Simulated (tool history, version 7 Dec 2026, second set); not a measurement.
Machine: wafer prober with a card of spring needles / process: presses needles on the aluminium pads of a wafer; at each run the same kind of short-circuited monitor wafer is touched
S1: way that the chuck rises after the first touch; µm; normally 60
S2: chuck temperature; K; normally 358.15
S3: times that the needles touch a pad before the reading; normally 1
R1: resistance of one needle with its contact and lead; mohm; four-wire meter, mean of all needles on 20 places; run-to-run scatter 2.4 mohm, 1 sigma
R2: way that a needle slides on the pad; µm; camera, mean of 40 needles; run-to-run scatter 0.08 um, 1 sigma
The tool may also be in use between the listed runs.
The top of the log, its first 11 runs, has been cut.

At hour 230.7: tips cleaned on abrasive film.
Run 12, hour 234.4: usual settings but S2 359.15 K. Result: R1 309 mohm, R2 12.76 µm.
At hour 242.6: tips cleaned on abrasive film.
At hour 254.2: tips cleaned on abrasive film.
Run 13, hour 256.1: usual settings but S2 359.15 K. Result: R1 299 mohm, R2 12.73 µm.
At hour 264.7: tips cleaned on abrasive film.
Run 14, hour 273.2: usual settings but S2 303.15 K. Result: R1 317 mohm, R2 12.65 µm.
At hour 275.7: tips cleaned on abrasive film.
At hour 287.2: tips cleaned on abrasive film.
Run 15, hour 290.6: usual settings but S2 303.15 K. Result: R1 295 mohm, R2 12.72 µm.
At hour 297.9: tips cleaned on abrasive film.
Run 16, hour 304.2: usual settings but S1 77 µm, S2 301.15 K. Result: R1 294 mohm, R2 16.24 µm.
At hour 307.7: tips cleaned on abrasive film.
At hour 313.6: height of the first contact set anew.
At hour 319.8: tips cleaned on abrasive film.
Run 17, hour 327.6: usual settings but S1 47 µm. Result: R1 363 mohm, R2 10.30 µm.
At hour 330.1: tips cleaned on abrasive film.
At hour 342.1: tips cleaned on abrasive film.
Run 18, hour 349.1: usual settings but S1 58 µm, S2 339.15 K. Result: R1 328 mohm, R2 12.83 µm.
At hour 352.4: tips cleaned on abrasive film.
At hour 362.7: tips cleaned on abrasive film.
Run 19, hour 366.2: usual settings but S1 62 µm, S3 3. Result: R1 286 mohm, R2 13.78 µm.
At hour 373.6: tips cleaned on abrasive film.
At hour 384.5: tips cleaned on abrasive film.
Run 20, hour 393.2: usual settings but S2 308.15 K. Result: R1 320 mohm, R2 13.22 µm.
At hour 394.6: tips cleaned on abrasive film.
At hour 405.7: tips cleaned on abrasive film.
Run 21, hour 413.8: usual settings but S3 2. Result: R1 313 mohm, R2 13.22 µm.
At hour 416.3: tips cleaned on abrasive film.
At hour 427.3: tips cleaned on abrasive film.
Run 22, hour 429.6: usual settings but S2 305.15 K, S3 2. Result: R1 280 mohm, R2 13.02 µm.
At hour 437.1: tips cleaned on abrasive film.
At hour 447.9: tips cleaned on abrasive film.
Run 23, hour 450.1: usual settings but S2 326.15 K, S3 2. Result: R1 277 mohm, R2 12.99 µm.
At hour 458.0: tips cleaned on abrasive film.
Run 24, hour 463.8: usual settings but S2 326.15 K, S3 2. Result: R1 294 mohm, R2 12.95 µm.
At hour 468.0: tips cleaned on abrasive film.
At hour 480.0: tips cleaned on abrasive film.
Run 25, hour 489.5: usual settings but S2 326.15 K, S3 2. Result: R1 310 mohm, R2 13.01 µm.
At hour 492.0: tips cleaned on abrasive film.
At hour 502.6: tips cleaned on abrasive film.
Run 26, hour 508.6: usual settings but S1 48 µm, S2 341.15 K. Result: R1 362 mohm, R2 10.26 µm.
At hour 512.5: tips cleaned on abrasive film.
At hour 523.9: tips cleaned on abrasive film.
Run 27, hour 525.5: usual settings but S2 392.15 K. Result: R1 307 mohm, R2 12.92 µm.
At hour 534.2: tips cleaned on abrasive film.
At hour 544.4: tips cleaned on abrasive film.
Run 28, hour 552.0: usual settings but S2 392.15 K. Result: R1 339 mohm, R2 12.75 µm.
At hour 554.5: tips cleaned on abrasive film.
At hour 565.6: tips cleaned on abrasive film.
Run 29, hour 568.8: usual settings but S2 393.15 K, S3 3. Result: R1 296 mohm, R2 12.83 µm.
At hour 577.3: tips cleaned on abrasive film.
At hour 589.1: tips cleaned on abrasive film.
Run 30, hour 591.6: usual settings but S3 2. Result: R1 298 mohm, R2 12.86 µm.

Here are 4 independent what-if runs from the current tool condition. What would each one return?
At hour 600.8: tips cleaned on abrasive film.
At hour 612.0: tips cleaned on abrasive film.
At hour 622.3: tips cleaned on abrasive film.
At hour 622.6: height of the first contact set anew.
Run A, hour 623.0: usual settings but S2 301.15 K, S3 2. Result: R1 ?, R2 ?.
At hour 600.8: tips cleaned on abrasive film.
At hour 612.0: tips cleaned on abrasive film.
At hour 622.3: tips cleaned on abrasive film.
At hour 622.6: height of the first contact set anew.
Run B, hour 623.0: usual settings but S1 65 µm, S2 306.15 K, S3 2. Result: R1 ?, R2 ?.
At hour 600.8: tips cleaned on abrasive film.
At hour 612.0: tips cleaned on abrasive film.
At hour 622.3: tips cleaned on abrasive film.
At hour 622.6: height of the first contact set anew.
Run C, hour 623.0: usual settings but S1 52 µm. Result: R1 ?, R2 ?.
At hour 600.8: tips cleaned on abrasive film.
At hour 612.0: tips cleaned on abrasive film.
At hour 622.3: tips cleaned on abrasive film.
At hour 622.6: height of the first contact set anew.
Run D, hour 623.0: usual settings but S1 49 µm, S3 2. Result: R1 ?, R2 ?.

run   R1     R2
  A  263  13.35
  B  263  14.48
  C  287  11.64
  D  289  10.87
Without the tool's unlogged condition, the same runs would have read:
run   R1     R2
  A  256  13.35
  B  257  14.48
  C  274  11.64
  D  280  10.87
